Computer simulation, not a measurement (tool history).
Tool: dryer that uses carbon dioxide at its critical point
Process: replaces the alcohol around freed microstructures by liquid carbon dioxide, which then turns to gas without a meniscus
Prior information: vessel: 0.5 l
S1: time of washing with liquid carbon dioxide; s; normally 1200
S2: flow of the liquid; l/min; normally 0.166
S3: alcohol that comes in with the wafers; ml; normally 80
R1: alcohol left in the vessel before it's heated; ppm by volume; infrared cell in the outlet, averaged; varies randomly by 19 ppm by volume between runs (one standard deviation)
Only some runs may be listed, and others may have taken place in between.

run    hour    S1     S2   S3     R1
  1     0.0  1200  0.166   80   1719
  2    52.4  1200  0.166   80   1772
  3   102.6  1200  0.166   54   1328
  4   135.7  1200  0.141   80   3866
  5   178.2  1200  0.166   80   2050
  6   228.3  1200  0.166   80   2044
  7   270.0  1200  0.166   80   2146
  8   303.1  1200  0.166   80   2263
  9   355.7  1200  0.166   80   2343
 10   390.3  1200  0.166   80   2386
 11   435.9  1200  0.162   80   2827
 12   490.6  1200  0.166   80   2658
 13   534.7  1200  0.166   80   2743
      560.8  -- inlet filter changed
 14   563.9  1200  0.166   80   1486
 15   603.9   960  0.166   80   3667
 16   646.1   960  0.166   80   3682
 17   698.5  1200  0.166   80   1712
 18   738.7  1200  0.166   80   1747
 19   769.0  1200  0.166   80   1797
 20   793.0  1200  0.166   80   1816
 21   848.6  1200  0.166   80   1949
      872.3  -- purifier's bed changed
 22   888.3   900  0.172   40   2223
 23   922.5   960  0.216   49    808
 24   945.8  1500  0.166   79    585
 25   996.3   900  0.204   87   2658
 26  1042.6   900  0.204   91   2895
 27  1095.4  1560  0.125   28    866
 28  1119.5  1560  0.125   28    915
 29  1168.9  1320  0.281   80    116
 30  1203.3   960  0.253   75    758
 31  1229.8  1200  0.166   47   1392
 32  1253.8  1200  0.202   35    471
 33  1308.7   960  0.277   93    641
 34  1342.9   960  0.277   93    684
     1370.6  -- inlet filter changed
 35  1393.7   840  0.178   73   3799
 36  1429.5   840  0.178   73   4034
 37  1462.1  1020  0.119  101  11499
 38  1492.9  1020  0.119  101  12253
 39  1538.7  1200  0.112   80   7343
 40  1572.0  1200  0.112   80   7802
 41  1607.3   720  0.192   80   6270
 42  1642.8  1740  0.168   50    263

Each row is a separate what-if for the run after 42, all from the same tool condition, not one after another. Results?
  A  1684.7  1800  0.219   50   ?
  B  1684.7  1140  0.219   50   ?
  C  1684.7  1020  0.142   20   ?
  D  1684.7   960  0.200   50   ?
  E  1684.7   780  0.104  102   ?

run     R1
  A    166
  B    464
  C   1625
  D   1314
  E  33512
Stripped of hidden state, with their random variation kept, the same runs would have yielded:
run     R1
  A      5
  B    208
  C   1188
  D    867
  E  29745

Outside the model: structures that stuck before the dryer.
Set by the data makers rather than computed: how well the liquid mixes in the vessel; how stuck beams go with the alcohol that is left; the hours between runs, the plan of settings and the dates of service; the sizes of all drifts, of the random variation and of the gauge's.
